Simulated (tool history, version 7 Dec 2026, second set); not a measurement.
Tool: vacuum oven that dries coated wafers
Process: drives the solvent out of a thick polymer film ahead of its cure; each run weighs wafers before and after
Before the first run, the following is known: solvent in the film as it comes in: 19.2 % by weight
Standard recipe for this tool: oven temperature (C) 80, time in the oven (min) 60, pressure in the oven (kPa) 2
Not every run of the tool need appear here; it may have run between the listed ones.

run   hour  oven temperature (C)  time in the oven (min)  pressure in the oven (kPa)  solvent left in the film (%)
  1      0                    80                      60                           2                          2.23
  2   12.6                    80                      60                           2                           2.2
  3     24                    80                      60                           2                          2.19
  4   35.5                    80                      60                           2                          2.22
  5   43.5                    80                      60                           2                          2.22
  6   56.8                    80                      60                           2                          2.23
  7   67.4                    80                      60                           2                          2.17
  8   78.6                    90                      60                           2                          0.42
  9   86.3                    80                      86                           2                          1.12
 10   94.8                    80                      86                           2                          1.08
 11  101.3                    80                      35                           2                          4.78
 12  110.2                    80                      35                           2                          4.78
 13  117.4                    80                      35                           2                           4.8
 14  130.5                    80                      35                           2                          4.81
 15  141.6                    80                      35                           2                          4.87
 16  154.2                    80                      35                           2                          4.76
 17  164.2                    80                      35                           2                          4.73
 18  174.7                    80                      63                           2                          2.04
     177.8  -- oven's thermocouples calibrated
 19  185.5                    80                      60                           2                          2.09
 20  194.2                    80                      60                           2                          2.19
 21  203.3                    80                      60                           2                          2.09
       213  -- oven's thermocouples calibrated, once more
 22  215.7                    80                      60                           2                          2.41
 23  223.2                    80                      60                           2                          2.33
 24  234.2                    80                      60                           2                          2.38
 25  245.7                    80                      60                         4.5                          2.75
 26  253.2                    68                      82                        1.43                          5.64
 27  265.4                    81                      33                        6.72                          5.54
 28  277.6                    80                      76                        5.34                          2.11
 29  290.4                    80                      76                        5.34                          2.12
 30  298.5                    83                      76                        7.83                          1.86
 31  307.1                    71                      34                        1.66                          9.03
 32  315.7                    75                      89                           2                          2.39
 33  328.4                    85                      89                        4.34                          0.82
 34    336                    94                      44                        7.15                             1
 35  346.3                    94                      44                        1.01                          0.36
 36  356.4                    85                      35                           1                          2.88
 37  362.2                    78                      53                           2                          3.64
 38  369.2                    78                      53                           2                          3.67
 39  377.4                    81                      78                           2                          1.19
 40  387.9                    87                      96                           2                          0.35
 41  396.8                    80                      95                        2.06                          0.99
 42  409.2                    80                      95                        2.06                          0.96
 43  417.5                    80                      61                        2.06                          2.33
 44  428.8                    80                      61                        2.06                          2.26
 45  438.7                    91                      35                         2.8                          1.35
 46    451                    80                      37                           2                          4.64

Each row is a separate what-if for the run after 46, all from the same tool condition, not one after another. Results?
  A  457.7                    91                      55                        5.27                             ?
  B  457.7                    80                      48                           2                             ?
  C  457.7                    85                      79                           2                             ?
  D  457.7                    80                      72                           2                             ?

run  solvent left in the film (%)
  A                          0.81
  B                          3.29
  C                          0.62
  D                          1.67
With no hidden state in the tool, these same runs would have given:
run  solvent left in the film (%)
  A                          0.84
  B                          3.48
  C                          0.65
  D                          1.78

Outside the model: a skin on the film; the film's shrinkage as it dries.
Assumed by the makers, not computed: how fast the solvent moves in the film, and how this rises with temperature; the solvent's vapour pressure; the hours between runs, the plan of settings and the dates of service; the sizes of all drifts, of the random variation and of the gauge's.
